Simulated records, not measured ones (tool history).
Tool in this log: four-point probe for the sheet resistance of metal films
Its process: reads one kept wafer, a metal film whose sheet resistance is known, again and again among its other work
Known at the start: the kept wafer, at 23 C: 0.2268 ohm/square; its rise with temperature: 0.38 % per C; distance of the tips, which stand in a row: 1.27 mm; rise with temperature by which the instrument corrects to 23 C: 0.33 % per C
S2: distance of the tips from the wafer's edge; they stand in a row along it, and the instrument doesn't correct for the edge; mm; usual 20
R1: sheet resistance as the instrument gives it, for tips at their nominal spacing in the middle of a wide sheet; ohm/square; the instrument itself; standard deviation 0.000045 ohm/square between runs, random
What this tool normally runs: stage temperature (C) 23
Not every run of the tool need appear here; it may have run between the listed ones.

{"run": 1, "day": 0.0, "stage temperature (C)": 23, "S2": 20, "R1": 0.230135}
{"run": 2, "day": 3.633, "stage temperature (C)": 23, "S2": 20, "R1": 0.230347}
{"run": 3, "day": 5.675, "stage temperature (C)": 23, "S2": 20, "R1": 0.230317}
{"run": 4, "day": 8.888, "stage temperature (C)": 32, "S2": 20, "R1": 0.231594}
{"run": 5, "day": 11.592, "stage temperature (C)": 28, "S2": 20, "R1": 0.231142}
{"run": 6, "day": 13.512, "stage temperature (C)": 18, "S2": 20, "R1": 0.229821}
{"day": 13.779, "done": "stage's thermometer calibrated"}
{"run": 7, "day": 17.621, "stage temperature (C)": 35, "S2": 13, "R1": 0.232672}
{"run": 8, "day": 19.958, "stage temperature (C)": 23, "S2": 6, "R1": 0.235494}

Estimate the outcome of run 9 from the log above:
{"day": 21.292, "done": "stage's thermometer calibrated, once more"}
{"run": 9, "day": 23.883, "stage temperature (C)": 23, "S2": 6, "R1": "?"}

R1: 0.236077 ohm/square
On a tool with no hidden condition, and with the same random variation, this run would have come out at R1 0.232085 ohm/square.

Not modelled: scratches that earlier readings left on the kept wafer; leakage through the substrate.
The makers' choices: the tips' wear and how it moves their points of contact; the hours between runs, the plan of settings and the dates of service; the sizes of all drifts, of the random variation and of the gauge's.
